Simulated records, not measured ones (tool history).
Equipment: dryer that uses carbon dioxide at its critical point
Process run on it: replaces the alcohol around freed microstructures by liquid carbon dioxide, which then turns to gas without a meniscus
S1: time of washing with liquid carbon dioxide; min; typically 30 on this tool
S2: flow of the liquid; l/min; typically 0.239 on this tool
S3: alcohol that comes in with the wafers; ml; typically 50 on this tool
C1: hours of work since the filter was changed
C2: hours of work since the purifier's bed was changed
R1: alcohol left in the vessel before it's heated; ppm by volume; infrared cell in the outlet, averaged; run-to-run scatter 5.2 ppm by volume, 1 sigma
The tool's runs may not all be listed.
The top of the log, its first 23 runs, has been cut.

| run | day | S1 | S2 | S3 | C1 | C2 | R1 |
|---|---|---|---|---|---|---|---|
|  | 43.938 | inlet filter changed |
| 24 | 44.017 | 25 | 0.241 | 26 | 1 | 1326 | 290 |
| 25 | 45.738 | 21 | 0.153 | 100 | 32 | 1357 | 6755 |
| 26 | 47.908 | 30 | 0.239 | 48 | 70 | 1396 | 284 |
|  | 49.875 | purifier's bed changed |
| 27 | 50.112 | 30 | 0.239 | 48 | 107 | 4 | 105 |
| 28 | 52.304 | 26 | 0.305 | 26 | 146 | 43 | 46 |
| 29 | 54.988 | 30 | 0.239 | 30 | 194 | 91 | 105 |
|  | 57.246 | inlet filter changed |
| 30 | 57.521 | 30 | 0.239 | 43 | 5 | 135 | 97 |
| 31 | 59.462 | 30 | 0.239 | 100 | 39 | 169 | 221 |
| 32 | 60.862 | 30 | 0.329 | 34 | 64 | 194 | 37 |
| 33 | 63.312 | 30 | 0.355 | 87 | 108 | 238 | 42 |
| 34 | 65.567 | 30 | 0.402 | 75 | 148 | 278 | 48 |
| 35 | 67.075 | 30 | 0.292 | 50 | 174 | 304 | 79 |
| 36 | 69.188 | 30 | 0.152 | 53 | 212 | 342 | 1483 |
|  | 70.425 | inlet filter changed |
| 37 | 71.954 | 46 | 0.239 | 108 | 27 | 390 | 67 |

For run 38, what comes out?
| 38 | 73.767 | 46 | 0.239 | 108 | 59 | 422 | ? |

{"run 38": {"R1": 77}}
With the hidden condition absent and the run-to-run variation left alone, this run would have shown R1 18 ppm by volume.
